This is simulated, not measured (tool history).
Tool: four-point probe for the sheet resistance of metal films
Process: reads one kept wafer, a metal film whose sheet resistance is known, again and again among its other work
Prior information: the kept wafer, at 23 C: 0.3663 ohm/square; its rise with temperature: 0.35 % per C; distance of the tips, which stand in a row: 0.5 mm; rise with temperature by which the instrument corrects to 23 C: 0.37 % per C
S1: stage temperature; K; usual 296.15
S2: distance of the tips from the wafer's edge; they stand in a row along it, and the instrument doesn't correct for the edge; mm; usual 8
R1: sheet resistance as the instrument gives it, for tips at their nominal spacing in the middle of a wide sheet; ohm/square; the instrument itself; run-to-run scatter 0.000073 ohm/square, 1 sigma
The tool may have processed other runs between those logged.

run   hour      S1  S2        R1
  1      0  296.15   8  0.367055
  2   19.8  296.15  10  0.366831
  3   42.9  296.15  10  0.366791
  4   57.6  296.15   8  0.367177
  5   87.2  296.15  38  0.366296
  6  115.2  296.15   8   0.36704
  7    128  296.15   8  0.367055
  8  155.2  298.15   8   0.36684
  9  175.6  296.15   8  0.367077
 10  194.6  296.15   8  0.367018
 11  219.5  296.15   8  0.367174
 12    239  296.15   8  0.367172
 13  264.6  296.15   8  0.367024
 14  285.3  296.15   8  0.367101
 15  307.5  296.15   8  0.367067
 16    331  296.15   7  0.367303
 17    351  293.15   8  0.367308
 18  376.1  293.15   8   0.36739
 19  399.6  301.15  73  0.365779
 20  429.5  301.15  73  0.365773
 21  442.7  302.15  45  0.365897
 22  463.5  297.15  45  0.366298
 23  488.1  294.15  14  0.366878
 24  506.9  304.15  37  0.365567
 25  530.8  304.15  37  0.365722
 26  544.7  304.15  37  0.365696
 27  562.8  304.15   6   0.36697
 28  580.8  295.15  37  0.366474
 29  604.8  291.15  20  0.366793

Forecast each of these 5 alternatives for the next run:
  A  624.8  291.15   5   ?
  B  624.8  301.15  20   ?
  C  624.8  301.15  38   ?
  D  624.8  305.15  20   ?
  E  624.8  291.15  20   ?

run        R1
  A  0.368689
  B  0.366015
  C  0.365746
  D  0.365609
  E  0.366867
Without the tool's unlogged condition, the same runs would have read:
run        R1
  A  0.368705
  B   0.36603
  C  0.365761
  D  0.365625
  E  0.366883
